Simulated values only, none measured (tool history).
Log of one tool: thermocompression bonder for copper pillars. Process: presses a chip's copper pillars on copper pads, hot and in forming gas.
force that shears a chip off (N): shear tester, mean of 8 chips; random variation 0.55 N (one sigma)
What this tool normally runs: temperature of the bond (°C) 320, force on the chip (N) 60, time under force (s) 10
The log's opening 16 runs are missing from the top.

run	hour	temperature of the bond (°C)	force on the chip (N)	time under force (s)	force that shears a chip off (N)
17	930.6	320	86	10	91.0
18	1024.7	320	86	10	89.8
19	1091.5	320	86	10	90.4
# hour 1136.6: forming gas filter changed
20	1168.1	320	86	10	90.6
21	1221.4	320	86	10	90.5
22	1314.5	320	86	10	91.2
23	1353.1	320	62	10	75.9
24	1420.8	320	62	10	76.9
25	1468.7	320	62	10	77.5
26	1513.6	320	62	10	76.7
27	1607.1	320	60	14	83.8
28	1669.4	320	60	14	82.7
29	1725.8	340	86	15	109.4
# hour 1730.5: forming gas filter changed
30	1804.5	340	86	15	108.5
31	1893.9	294	43	29	71.8
# hour 1907.8: heater calibrated with a thermocouple chip
32	1958.0	320	58	23	93.9
33	2000.4	349	60	9	88.3
34	2042.3	293	88	13	82.8
35	2104.0	293	88	13	83.4
36	2161.4	325	88	6	81.9
37	2241.1	325	88	6	82.4
38	2304.9	299	37	14	52.1

Here are 3 independent what-if runs from the current tool condition. What would each one return?
# hour 2331.7: forming gas filter changed
A	2366.0	333	37	14	?
# hour 2331.7: forming gas filter changed
B	2366.0	308	81	17	?
# hour 2331.7: forming gas filter changed
C	2366.0	317	46	19	?

run	force that shears a chip off (N)
A	69.4
B	93.3
C	76.7
Stripped of hidden state, with their random variation kept, the same runs would have yielded:
run	force that shears a chip off (N)
A	69.3
B	93.3
C	76.6

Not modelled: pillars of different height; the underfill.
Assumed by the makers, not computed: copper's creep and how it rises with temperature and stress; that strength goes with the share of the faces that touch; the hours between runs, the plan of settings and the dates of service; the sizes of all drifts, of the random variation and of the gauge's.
